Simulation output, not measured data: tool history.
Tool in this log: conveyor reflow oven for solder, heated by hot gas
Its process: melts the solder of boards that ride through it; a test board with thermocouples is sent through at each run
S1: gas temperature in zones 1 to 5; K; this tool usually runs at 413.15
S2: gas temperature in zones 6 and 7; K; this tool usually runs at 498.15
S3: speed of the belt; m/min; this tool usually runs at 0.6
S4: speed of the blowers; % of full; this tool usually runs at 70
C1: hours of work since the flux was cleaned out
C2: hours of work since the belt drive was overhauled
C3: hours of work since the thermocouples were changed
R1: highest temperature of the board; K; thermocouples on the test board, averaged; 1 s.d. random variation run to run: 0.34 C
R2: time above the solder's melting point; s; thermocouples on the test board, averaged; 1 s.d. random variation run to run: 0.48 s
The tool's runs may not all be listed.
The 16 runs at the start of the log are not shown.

run,hour,S1,S2,S3,S4,C1,C2,C3,R1,R2
17,216.4,413.15,501.15,0.6,74,77,16,615,484.65,54.6
18,232.6,403.15,488.15,0.6,65,84,23,623,470.45,31.9
19,244.8,403.15,488.15,0.651,65,90,28,628,467.45,25.4
20,255.6,403.15,488.15,0.651,65,95,33,633,467.25,24.3
21,272.1,403.15,488.15,0.695,65,102,40,640,464.45,18.4
22,289.4,403.15,488.15,0.695,65,109,48,648,464.35,18.6
23,303.7,403.15,486.15,0.585,85,116,54,654,471.75,38.4
24,321.4,403.15,486.15,0.585,85,124,62,662,472.25,37.5
25,334,428.15,486.15,0.585,85,129,68,667,476.45,55.4
26,351.5,408.15,490.15,0.675,58,137,75,675,466.25,23.2
27,369.3,413.15,505.15,0.6,77,145,83,683,487.75,57.3
28,383.5,413.15,505.15,0.6,77,151,90,689,487.75,57.3
29,400.7,413.15,503.15,0.503,61,159,97,697,488.85,71.3
30,418.9,413.15,512.15,0.503,61,167,105,705,496.05,77.9

What if the next run were any one of these 5? Each begins from the tool's condition after run 30:
A,432.2,413.15,498.15,0.641,70,173,111,711,?,?
B,432.2,413.15,492.15,0.519,69,173,111,711,?,?
C,432.2,413.15,503.15,0.547,61,173,111,711,?,?
D,432.2,403.15,508.15,0.516,61,173,111,711,?,?
E,432.2,425.15,512.15,0.503,61,173,111,711,?,?

run,R1,R2
A,477.95,43.4
B,479.45,58.8
C,485.75,60.6
D,489.95,64.9
E,498.15,84.1
Without the tool's hidden state the same runs would have given:
run,R1,R2
A,478.75,45.1
B,479.65,59.9
C,486.35,61.7
D,490.65,65.9
E,498.35,84.4
